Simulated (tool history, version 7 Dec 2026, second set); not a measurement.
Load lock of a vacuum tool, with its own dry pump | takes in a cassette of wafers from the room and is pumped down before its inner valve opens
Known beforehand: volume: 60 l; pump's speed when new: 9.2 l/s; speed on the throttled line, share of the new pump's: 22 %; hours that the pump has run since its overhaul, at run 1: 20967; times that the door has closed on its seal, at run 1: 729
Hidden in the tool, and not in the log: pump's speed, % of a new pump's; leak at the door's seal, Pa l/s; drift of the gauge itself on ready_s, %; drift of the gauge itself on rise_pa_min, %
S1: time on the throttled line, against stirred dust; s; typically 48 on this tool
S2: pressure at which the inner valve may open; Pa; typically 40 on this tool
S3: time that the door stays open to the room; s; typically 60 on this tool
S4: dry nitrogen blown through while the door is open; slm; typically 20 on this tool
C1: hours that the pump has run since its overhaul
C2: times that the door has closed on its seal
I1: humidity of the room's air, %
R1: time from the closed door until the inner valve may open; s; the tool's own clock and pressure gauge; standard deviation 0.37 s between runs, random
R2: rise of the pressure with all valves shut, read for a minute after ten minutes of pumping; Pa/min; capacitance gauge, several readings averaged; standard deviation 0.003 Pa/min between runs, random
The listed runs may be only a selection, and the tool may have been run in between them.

Run 1, hour 0.0: usual settings; C1 20967; C2 729; I1 41.6. Result: R1 93.4 s, R2 0.020 Pa/min.
Run 2, hour 291.1: usual settings; C1 21259; C2 1520; I1 45.2. Result: R1 94.1 s, R2 0.022 Pa/min.
Run 3, hour 572.5: usual settings; C1 21540; C2 2285; I1 43.9. Result: R1 93.7 s, R2 0.017 Pa/min.
Run 4, hour 917.3: usual settings; C1 21885; C2 3222; I1 45.5. Result: R1 93.2 s, R2 0.029 Pa/min.
Run 5, hour 1191.0: usual settings; C1 22158; C2 3966; I1 42.8. Result: R1 93.2 s, R2 0.026 Pa/min.
Run 6, hour 1724.6: usual settings; C1 22692; C2 5416; I1 43.7. Result: R1 94.1 s, R2 0.027 Pa/min.
Run 7, hour 2102.5: usual settings; C1 23070; C2 6443; I1 40.3. Result: R1 93.9 s, R2 0.029 Pa/min.
Run 8, hour 2344.0: usual settings; C1 23311; C2 7099; I1 41.3. Result: R1 93.8 s, R2 0.029 Pa/min.
Run 9, hour 2680.1: usual settings; C1 23648; C2 8013; I1 46.6. Result: R1 93.6 s, R2 0.033 Pa/min.
Run 10, hour 3130.9: usual settings; C1 24098; C2 9238; I1 44.5. Result: R1 94.2 s, R2 0.034 Pa/min.
Run 11, hour 3705.7: usual settings; C1 24673; C2 10800; I1 43.6. Result: R1 94.3 s, R2 0.033 Pa/min.
At hour 3904.2: dry pump taken out, an overhauled one fitted.
Run 12, hour 4128.8: usual settings; C1 225; C2 11934; I1 45.3. Result: R1 89.5 s, R2 0.031 Pa/min.
Run 13, hour 4525.4: usual settings but S3 236 s; C1 621; C2 13011; I1 45.0. Result: R1 89.4 s, R2 0.074 Pa/min.
Run 14, hour 4854.6: usual settings but S3 236 s; C1 950; C2 13906; I1 49.7. Result: R1 89.5 s, R2 0.079 Pa/min.
Run 15, hour 5148.1: usual settings but S3 236 s; C1 1244; C2 14704; I1 46.2. Result: R1 89.9 s, R2 0.077 Pa/min.
Run 16, hour 5462.4: usual settings but S3 236 s; C1 1558; C2 15558; I1 43.8. Result: R1 90.0 s, R2 0.076 Pa/min.
Run 17, hour 5766.0: usual settings but S3 236 s; C1 1862; C2 16383; I1 44.3. Result: R1 90.2 s, R2 0.077 Pa/min.
Run 18, hour 6038.7: usual settings but S3 236 s; C1 2135; C2 17124; I1 44.0. Result: R1 89.8 s, R2 0.078 Pa/min.
Run 19, hour 6413.3: usual settings but S1 64 s, S3 236 s; C1 2509; C2 18142; I1 41.9. Result: R1 101.2 s, R2 0.081 Pa/min.
Run 20, hour 6773.1: usual settings but S1 64 s, S3 236 s; C1 2869; C2 19120; I1 42.5. Result: R1 102.5 s, R2 0.083 Pa/min.
Run 21, hour 7045.6: usual settings but S1 64 s, S3 91 s, S4 4 slm; C1 3141; C2 19861; I1 43.9. Result: R1 102.4 s, R2 0.073 Pa/min.
Run 22, hour 7361.1: usual settings but S2 41 Pa, S4 14 slm; C1 3457; C2 20718; I1 47.0. Result: R1 89.8 s, R2 0.058 Pa/min.

Describe how what the log doesn't record of the tool's condition differs between the last listed run preceding each entry between runs and the first listed run following it.
Run 11 -> run 12: dry pump taken out, an overhauled one fitted (hour 3904.2)
  pump's speed, % of a new pump's: 88 -> 98.2; leak at the door's seal, Pa l/s: 0.0159 -> 0.0175
  difference, measured minus the result without the unlogged condition, R1: +5.6 -> +0.8 s; R2: +0.014 -> +0.016 Pa/min

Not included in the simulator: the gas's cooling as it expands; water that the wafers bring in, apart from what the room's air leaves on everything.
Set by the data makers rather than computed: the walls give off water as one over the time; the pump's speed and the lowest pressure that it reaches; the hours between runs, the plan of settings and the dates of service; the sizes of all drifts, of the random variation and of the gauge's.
